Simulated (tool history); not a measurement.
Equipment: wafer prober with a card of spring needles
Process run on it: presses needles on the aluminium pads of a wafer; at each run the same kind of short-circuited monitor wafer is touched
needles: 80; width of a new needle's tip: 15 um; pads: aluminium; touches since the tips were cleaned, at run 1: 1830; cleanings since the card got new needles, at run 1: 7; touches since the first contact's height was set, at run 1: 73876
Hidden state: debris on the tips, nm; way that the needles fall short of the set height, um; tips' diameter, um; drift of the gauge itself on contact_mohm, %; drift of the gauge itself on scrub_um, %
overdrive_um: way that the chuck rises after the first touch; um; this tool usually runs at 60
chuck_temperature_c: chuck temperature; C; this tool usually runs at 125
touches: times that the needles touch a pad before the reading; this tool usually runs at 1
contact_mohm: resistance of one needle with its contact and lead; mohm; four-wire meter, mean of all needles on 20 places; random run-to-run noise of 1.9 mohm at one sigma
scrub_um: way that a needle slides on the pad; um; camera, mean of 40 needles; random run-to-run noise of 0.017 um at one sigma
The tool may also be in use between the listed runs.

run,hour,overdrive_um,chuck_temperature_c,touches,touches since the tips were cleaned,cleanings since the card got new needles,touches since the first contact's height was set,contact_mohm,scrub_um
1,0.0,60,125,1,1830,7,73876,247,13.77
2,15.5,60,125,1,5371,7,77417,283,13.76
# hour 31.2: tips cleaned on abrasive film
3,34.7,60,125,1,798,8,81770,366,13.75
4,55.0,41,125,1,5409,8,86381,501,9.34
5,69.4,41,125,1,8694,8,89666,487,9.35
# hour 71.1: tips cleaned on abrasive film
6,82.7,60,125,2,2651,9,92677,239,13.75
7,96.2,60,125,3,5731,9,95757,241,13.72
8,106.8,60,53,3,8148,9,98174,230,13.70
# hour 111.1: tips cleaned on abrasive film
9,123.0,60,46,3,2698,10,101837,211,13.67
10,138.2,60,125,1,6162,10,105301,291,13.70
# hour 145.1: tips cleaned on abrasive film, once more
11,156.7,60,125,1,2646,11,109494,256,13.70
12,172.1,59,125,1,6153,11,113001,293,13.47
# hour 183.9: tips cleaned on abrasive film
13,191.3,60,125,1,1695,12,117367,245,13.67
14,207.2,60,125,1,5320,12,120992,285,13.65
15,217.6,60,125,1,7682,12,123354,299,13.68
# hour 222.5: tips cleaned on abrasive film
16,229.8,60,125,1,1673,13,126115,243,13.63
17,243.7,74,79,2,4836,13,129278,227,16.90
# hour 261.5: tips cleaned on abrasive film
18,262.9,74,68,1,323,14,133640,198,16.91
19,272.5,74,68,1,2498,14,135815,230,16.90
20,282.8,73,108,2,4840,14,138157,229,16.62
# hour 291.0: height of the first contact set anew
21,296.9,73,108,2,7986,14,1329,241,16.85
# hour 301.5: tips cleaned on abrasive film
22,316.9,68,35,3,3501,15,5876,203,15.70
23,330.4,60,34,1,6566,15,8941,291,13.85
# hour 340.9: tips cleaned on abrasive film
24,342.3,60,31,2,325,16,11648,198,13.86
25,362.6,60,92,3,4939,16,16262,227,13.83
26,378.1,47,92,1,8474,16,19797,372,10.82
# hour 379.9: tips cleaned on abrasive film
27,388.3,56,92,1,1928,17,22108,249,12.90
28,405.0,54,125,1,5729,17,25909,312,12.42

Each row is a separate what-if for the run after 28, all from the same tool condition, not one after another. Results?
# hour 419.8: tips cleaned on abrasive film
A,425.3,60,125,1,1265,18,30513,?,?
# hour 419.8: tips cleaned on abrasive film
B,425.3,60,52,1,1265,18,30513,?,?
# hour 419.8: tips cleaned on abrasive film
C,425.3,79,125,1,1265,18,30513,?,?
# hour 419.8: tips cleaned on abrasive film
D,425.3,71,125,1,1265,18,30513,?,?
# hour 419.8: tips cleaned on abrasive film
E,425.3,54,125,1,1265,18,30513,?,?

run,contact_mohm,scrub_um
A,240,13.78
B,225,13.81
C,219,18.17
D,222,16.35
E,252,12.42
The same runs, with their run-to-run variation unchanged, on a tool lacking any hidden condition would have given:
run,contact_mohm,scrub_um
A,205,13.85
B,187,13.87
C,197,18.23
D,197,16.42
E,210,12.49
